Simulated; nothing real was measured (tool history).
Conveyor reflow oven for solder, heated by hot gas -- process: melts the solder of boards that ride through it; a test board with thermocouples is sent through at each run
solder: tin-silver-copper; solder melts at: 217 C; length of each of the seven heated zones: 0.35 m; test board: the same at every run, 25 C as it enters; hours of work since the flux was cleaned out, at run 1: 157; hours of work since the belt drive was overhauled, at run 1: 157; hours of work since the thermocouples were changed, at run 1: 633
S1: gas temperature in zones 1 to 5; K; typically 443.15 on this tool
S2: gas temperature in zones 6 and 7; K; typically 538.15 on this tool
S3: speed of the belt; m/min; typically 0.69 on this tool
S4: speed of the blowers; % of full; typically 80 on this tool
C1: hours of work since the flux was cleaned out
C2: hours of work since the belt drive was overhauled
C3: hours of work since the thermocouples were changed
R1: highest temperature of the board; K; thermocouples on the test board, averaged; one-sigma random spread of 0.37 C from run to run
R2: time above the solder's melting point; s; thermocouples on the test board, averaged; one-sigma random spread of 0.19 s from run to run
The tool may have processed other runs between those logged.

run,hour,S1,S2,S3,S4,C1,C2,C3,R1,R2
1,0,443.15,538.15,0.69,80,157,157,633,523.85,44.4
# hour 29.9: flux residue cleaned out of gas plates and filters
2,40.9,443.15,538.15,0.69,80,8,183,659,523.65,44.7
3,97.8,443.15,538.15,0.69,78,49,225,701,523.05,44
4,163.5,443.15,534.15,0.69,80,96,272,748,519.75,42.2
5,208.5,443.15,534.15,0.631,80,129,304,781,521.35,48.3
6,269,443.15,538.15,0.759,80,173,348,824,519.85,37.3
# hour 279.9: flux residue cleaned out of gas plates and filters
7,321.6,443.15,538.15,0.759,80,30,383,859,520.45,38.1
8,382.1,443.15,538.15,0.69,62,74,426,902,518.05,40.2
9,452.1,443.15,530.15,0.69,80,124,477,953,515.25,39.3
10,515.2,443.15,530.15,0.69,80,170,522,998,514.75,38.9
# hour 525.7: flux residue cleaned out of gas plates and filters
11,552.3,443.15,530.15,0.69,80,19,546,1022,515.15,39.8
12,615.5,443.15,530.15,0.69,80,65,591,1067,514.65,39.7
13,665.5,443.15,544.15,0.69,80,101,627,1103,527.55,46.5
14,707.2,443.15,544.15,0.69,80,131,658,1134,527.85,46.4
# hour 771.7: flux residue cleaned out of gas plates and filters
15,775.9,443.15,538.15,0.69,80,3,704,1180,522.65,44.2
16,810.7,443.15,538.15,0.69,80,28,729,1205,522.85,44.5
17,845.3,437.15,545.15,0.555,90,53,754,1230,534.25,62.4
18,906.7,437.15,545.15,0.555,90,98,798,1274,534.95,63
# hour 962.4: thermocouples of zones 6 and 7 changed
19,965.8,443.15,546.15,0.706,72,139,839,2,529.85,46.5
# hour 1021.4: flux residue cleaned out of gas plates and filters
20,1031.3,443.15,543.15,0.69,84,7,883,46,530.85,48.7
21,1094.9,440.15,543.15,0.658,55,53,929,92,523.55,44.9
22,1151.5,440.15,548.15,0.651,55,94,970,133,527.85,48.5
23,1197.3,440.15,548.15,0.651,55,127,1003,166,528.15,48.3
24,1243.3,447.15,538.15,0.723,80,160,1036,199,523.35,43.4
# hour 1266.6: flux residue cleaned out of gas plates and filters
25,1298,447.15,538.15,0.575,61,23,1072,235,526.75,57.3
26,1359.4,443.15,538.15,0.624,80,67,1116,280,526.85,52.4
27,1388,442.15,538.15,0.69,67,88,1137,300,521.35,42.6
28,1437.7,443.15,528.15,0.58,80,124,1173,336,518.75,52.3

Run 29 is up next; what results do you expect?
29,1494.3,443.15,528.15,0.65,80,164,1214,377,?,?

R1: 515.95 K
R2: 43.2 s
If the tool had no hidden condition, the same run with the same run-to-run variation would have returned R1 517.85 K, R2 44.1 s.

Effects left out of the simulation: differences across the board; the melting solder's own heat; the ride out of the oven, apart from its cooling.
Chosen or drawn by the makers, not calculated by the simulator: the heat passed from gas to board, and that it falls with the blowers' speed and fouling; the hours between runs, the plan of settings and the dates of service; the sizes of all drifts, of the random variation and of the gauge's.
